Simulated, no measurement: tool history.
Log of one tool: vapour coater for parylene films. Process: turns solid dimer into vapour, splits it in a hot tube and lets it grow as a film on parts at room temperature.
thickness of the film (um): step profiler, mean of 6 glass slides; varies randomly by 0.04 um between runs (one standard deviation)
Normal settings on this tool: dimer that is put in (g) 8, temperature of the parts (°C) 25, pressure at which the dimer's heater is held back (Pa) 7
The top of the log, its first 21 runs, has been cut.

run    hour  dimer that is put in (g)  temperature of the parts (°C)  pressure at which the dimer's heater is held back (Pa)  thickness of the film (um)
 22   811.2                        12                             25                                                       7                        9.36
 23   838.4                        12                             25                                                       7                        9.42
 24     867                        12                             25                                                       7                        9.36
 25   911.6                         5                             25                                                    3.83                        4.13
      938.7  -- trap's valve overhauled
 26   959.1                         5                             25                                                    3.83                        4.12
 27  1007.2                         7                             25                                                    4.76                        5.76
 28  1040.9                         8                             18                                                    2.41                        7.81
 29  1070.3                         6                             31                                                    2.41                        4.66
 30  1092.9                        11                             18                                                    3.27                       10.49
 31  1126.9                         5                             21                                                    2.83                        4.53
 32    1156                         5                             21                                                    2.83                        4.59
     1171.5  -- table's thermometer calibrated
 33  1206.1                        10                             36                                                    2.87                           7
 34  1249.8                        10                             19                                                    2.85                        9.51
 35  1275.9                        10                             19                                                    2.85                        9.41
 36  1308.5                        10                             19                                                    2.85                        9.39
 37    1352                        10                             19                                                    2.85                        9.51
 38  1397.6                         7                             19                                                    8.71                        5.89
       1409  -- trap's valve overhauled
 39  1423.3                         7                             27                                                    8.71                         5.2
 40    1474                         5                             32                                                       7                        3.45
 41  1515.7                        10                             22                                                    2.72                        8.99
 42    1549                        11                             19                                                     2.2                       10.71
 43  1589.4                        11                             19                                                     2.2                        10.7
 44  1640.5                        11                             26                                                    2.89                        9.27
 45  1681.1                        11                             30                                                    7.03                        7.93
 46  1720.3                        11                             30                                                    7.03                        7.87

5 options for the next run, each taken on its own from the tool as it stands now. Forecast them:
  A  1771.3                         8                             25                                                       7                           ?
  B  1771.3                        10                             25                                                    5.27                           ?
  C  1771.3                         6                             20                                                    3.74                           ?
  D  1771.3                         4                             35                                                    2.41                           ?
  E  1771.3                        12                             26                                                    5.51                           ?

run  thickness of the film (um)
  A                        6.23
  B                        8.03
  C                        5.49
  D                         2.9
  E                        9.46
Without the tool's hidden state the same runs would have given:
run  thickness of the film (um)
  A                        6.24
  B                        8.06
  C                        5.51
  D                        2.91
  E                        9.48
